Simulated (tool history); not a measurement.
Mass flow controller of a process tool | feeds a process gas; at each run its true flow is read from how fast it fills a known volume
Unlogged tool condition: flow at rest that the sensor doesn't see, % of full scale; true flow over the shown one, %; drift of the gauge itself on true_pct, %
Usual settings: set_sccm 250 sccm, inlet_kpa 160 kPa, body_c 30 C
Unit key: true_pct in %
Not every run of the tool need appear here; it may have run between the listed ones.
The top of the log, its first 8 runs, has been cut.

run	day	set_sccm	inlet_kpa	body_c	hours of work since the controller was set to zero	hours of work since the controller was changed	true_pct
9	45.138	250	252	30	4671	4671	97.45
10	51.325	250	160	30	4756	4756	96.79
11	56.746	250	160	30	4830	4830	96.69
12	61.983	250	160	30	4902	4902	96.92
13	68.833	250	160	30	4995	4995	96.76
14	75.662	250	160	30	5089	5089	96.63
15	79.933	250	160	30	5147	5147	96.76
16	85.450	250	160	30	5223	5223	96.60
17	90.062	250	160	30	5286	5286	96.67
18	94.075	327	160	30	5341	5341	97.11
19	98.829	250	233	30	5406	5406	97.10
20	106.742	250	233	30	5514	5514	97.06
21	114.904	250	233	30	5626	5626	96.82
22	121.350	250	160	30	5714	5714	96.43
23	126.317	250	160	30	5782	5782	96.40
24	132.271	138	160	30	5864	5864	94.80
25	139.642	138	160	30	5965	5965	94.85
26	145.192	190	160	26	6041	6041	95.99
27	151.546	190	160	26	6128	6128	95.88
28	159.700	190	160	26	6239	6239	95.66
29	168.050	190	160	26	6354	6354	95.61

Predict the results of run 30:
30	171.546	190	160	26	6402	6402	?

Run 30 yielded true_pct 95.57 %.
Take away the tool's hidden state, keep the run-to-run variation as it was, and the same run would have given true_pct 98.48 %.
